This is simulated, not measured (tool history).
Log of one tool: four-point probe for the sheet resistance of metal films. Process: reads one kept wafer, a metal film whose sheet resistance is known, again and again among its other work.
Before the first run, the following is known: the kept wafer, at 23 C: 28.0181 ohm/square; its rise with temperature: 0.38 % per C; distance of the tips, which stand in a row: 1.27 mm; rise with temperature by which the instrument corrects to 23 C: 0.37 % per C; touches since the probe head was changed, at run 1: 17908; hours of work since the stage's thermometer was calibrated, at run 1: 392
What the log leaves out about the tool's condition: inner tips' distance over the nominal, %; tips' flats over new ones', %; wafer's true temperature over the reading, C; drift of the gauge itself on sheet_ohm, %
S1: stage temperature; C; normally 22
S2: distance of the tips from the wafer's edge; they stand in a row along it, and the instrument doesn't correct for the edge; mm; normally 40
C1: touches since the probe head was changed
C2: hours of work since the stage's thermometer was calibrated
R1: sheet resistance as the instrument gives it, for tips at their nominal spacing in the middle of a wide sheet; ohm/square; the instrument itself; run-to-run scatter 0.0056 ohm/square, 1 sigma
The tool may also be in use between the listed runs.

run 1 hour=0 | S1=22 S2=40 | C1=17908 C2=392 | R1=28.067281
run 2 hour=26.6 | S1=22 S2=40 | C1=19033 C2=405 | R1=28.052271
run 3 hour=44.7 | S1=22 S2=40 | C1=19802 C2=414 | R1=28.067134
run 4 hour=66.5 | S1=22 S2=40 | C1=20721 C2=424 | R1=28.055064
run 5 hour=94.2 | S1=22 S2=40 | C1=21896 C2=437 | R1=28.046643
run 6 hour=112.3 | S1=22 S2=40 | C1=22663 C2=446 | R1=28.060078
run 7 hour=128 | S1=22 S2=40 | C1=23327 C2=453 | R1=28.048711
run 8 hour=150.6 | S1=22 S2=9 | C1=24284 C2=464 | R1=28.33763
run 9 hour=170.5 | S1=22 S2=3 | C1=25125 C2=474 | R1=30.476737
run 10 hour=189.1 | S1=22 S2=3 | C1=25913 C2=483 | R1=30.486198
run 11 hour=208 | S1=33 S2=40 | C1=26711 C2=492 | R1=28.078284
run 12 hour=227.7 | S1=33 S2=40 | C1=27546 C2=501 | R1=28.081049
run 13 hour=244.8 | S1=33 S2=40 | C1=28271 C2=509 | R1=28.081077
run 14 hour=257.2 | S1=33 S2=40 | C1=28795 C2=515 | R1=28.069294
run 15 hour=279.6 | S1=33 S2=40 | C1=29745 C2=526 | R1=28.077839
run 16 hour=294.7 | S1=21 S2=40 | C1=30385 C2=533 | R1=28.034047
run 17 hour=316.5 | S1=21 S2=40 | C1=31305 C2=543 | R1=28.031832
run 18 hour=342.6 | S1=22 S2=40 | C1=32411 C2=556 | R1=28.033396
run 19 hour=355 | S1=22 S2=40 | C1=32938 C2=562 | R1=28.032266

What will run 20 give?
run 20 hour=385.3 | S1=28 S2=40 | C1=34220 C2=576 | R1=?

R1: 28.050795 ohm/square
Minus the tool's unlogged condition, the same run would have read R1 28.052336 ohm/square.
